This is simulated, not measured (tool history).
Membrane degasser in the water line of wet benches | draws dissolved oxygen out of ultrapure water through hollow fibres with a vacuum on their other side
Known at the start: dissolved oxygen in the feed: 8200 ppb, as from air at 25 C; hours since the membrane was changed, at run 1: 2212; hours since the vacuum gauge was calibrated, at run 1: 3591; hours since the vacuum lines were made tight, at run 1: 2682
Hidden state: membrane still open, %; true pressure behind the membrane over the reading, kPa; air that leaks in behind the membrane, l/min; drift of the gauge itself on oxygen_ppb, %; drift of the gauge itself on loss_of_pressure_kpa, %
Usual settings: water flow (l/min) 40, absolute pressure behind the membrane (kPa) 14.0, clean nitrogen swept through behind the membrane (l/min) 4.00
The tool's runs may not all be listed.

| run | day | water flow (l/min) | absolute pressure behind the membrane (kPa) | clean nitrogen swept through behind the membrane (l/min) | hours since the membrane was changed | hours since the vacuum gauge was calibrated | hours since the vacuum lines were made tight | dissolved oxygen in the water behind the degasser (ppb) | pressure that the water loses in the fibres (kPa) |
|---|---|---|---|---|---|---|---|---|---|
| 1 | 0.000 | 40 | 14.0 | 4.00 | 2212 | 3591 | 2682 | 271.1 | 44.51 |
| 2 | 3.446 | 40 | 14.8 | 4.00 | 2295 | 3674 | 2764 | 291.6 | 44.22 |
| 3 | 7.162 | 40 | 14.8 | 4.00 | 2384 | 3763 | 2853 | 291.3 | 44.69 |
| 4 | 10.096 | 40 | 14.8 | 4.00 | 2455 | 3833 | 2924 | 290.7 | 44.26 |
| 5 | 12.346 | 40 | 14.8 | 4.00 | 2509 | 3887 | 2978 | 291.6 | 44.43 |
| 6 | 17.158 | 54 | 14.0 | 4.00 | 2624 | 4003 | 3093 | 369.5 | 59.57 |
|  | 17.483 | seals of the vacuum lines changed |
| 7 | 20.425 | 40 | 18.2 | 4.00 | 2700 | 4079 | 71 | 369.4 | 44.78 |
| 8 | 22.650 | 40 | 14.0 | 4.00 | 2754 | 4133 | 124 | 274.1 | 44.51 |
| 9 | 24.767 | 40 | 14.0 | 4.27 | 2805 | 4184 | 175 | 259.4 | 44.57 |
| 10 | 26.900 | 40 | 27.5 | 4.00 | 2856 | 4235 | 226 | 560.1 | 44.89 |
| 11 | 28.979 | 40 | 27.5 | 9.06 | 2906 | 4285 | 276 | 279.0 | 44.35 |
| 12 | 30.971 | 40 | 27.5 | 9.06 | 2954 | 4332 | 324 | 279.0 | 44.92 |
| 13 | 35.575 | 40 | 14.0 | 4.00 | 3064 | 4443 | 434 | 273.2 | 45.21 |
| 14 | 38.658 | 40 | 14.0 | 2.58 | 3138 | 4517 | 508 | 395.1 | 44.53 |
| 15 | 41.571 | 40 | 14.0 | 2.58 | 3208 | 4587 | 578 | 389.4 | 44.78 |
| 16 | 43.596 | 40 | 14.0 | 2.58 | 3257 | 4635 | 627 | 392.8 | 44.63 |
| 17 | 46.404 | 36 | 18.0 | 3.49 | 3324 | 4703 | 694 | 364.3 | 40.33 |
| 18 | 50.858 | 36 | 18.0 | 3.49 | 3431 | 4810 | 801 | 365.8 | 40.35 |
| 19 | 55.212 | 56 | 16.3 | 5.03 | 3535 | 4914 | 905 | 376.9 | 61.97 |
| 20 | 59.812 | 27 | 19.6 | 4.82 | 3646 | 5025 | 1016 | 226.8 | 30.27 |
| 21 | 64.196 | 27 | 9.5 | 7.51 | 3751 | 5130 | 1121 | 67.8 | 30.46 |
| 22 | 68.879 | 27 | 9.5 | 7.51 | 3863 | 5242 | 1233 | 67.3 | 30.10 |
| 23 | 72.133 | 43 | 8.5 | 8.73 | 3941 | 5320 | 1312 | 94.4 | 48.19 |
| 24 | 76.346 | 43 | 8.5 | 8.73 | 4043 | 5421 | 1413 | 93.3 | 47.85 |
| 25 | 78.367 | 40 | 22.6 | 4.03 | 4091 | 5470 | 1461 | 459.0 | 44.59 |
| 26 | 82.567 | 45 | 27.5 | 4.00 | 4192 | 5571 | 1562 | 631.9 | 49.98 |
| 27 | 84.575 | 42 | 21.2 | 2.57 | 4240 | 5619 | 1610 | 656.3 | 46.92 |
| 28 | 87.100 | 31 | 18.4 | 2.87 | 4301 | 5680 | 1671 | 387.9 | 34.64 |
| 29 | 89.533 | 24 | 18.4 | 6.88 | 4359 | 5738 | 1729 | 138.8 | 26.65 |
| 30 | 91.488 | 24 | 18.4 | 6.88 | 4406 | 5785 | 1776 | 138.2 | 26.72 |
| 31 | 95.571 | 24 | 18.4 | 6.88 | 4504 | 5883 | 1874 | 137.8 | 27.01 |
| 32 | 100.042 | 26 | 14.0 | 4.00 | 4611 | 5990 | 1981 | 177.8 | 29.14 |

How the hidden state differs across the entries between the runs, from the last listed run before each to the first after it:
Between runs 6 and 7: seals of the vacuum lines changed (day 17.483)
  air that leaks in behind the membrane, l/min: 0.0024 -> 0.002

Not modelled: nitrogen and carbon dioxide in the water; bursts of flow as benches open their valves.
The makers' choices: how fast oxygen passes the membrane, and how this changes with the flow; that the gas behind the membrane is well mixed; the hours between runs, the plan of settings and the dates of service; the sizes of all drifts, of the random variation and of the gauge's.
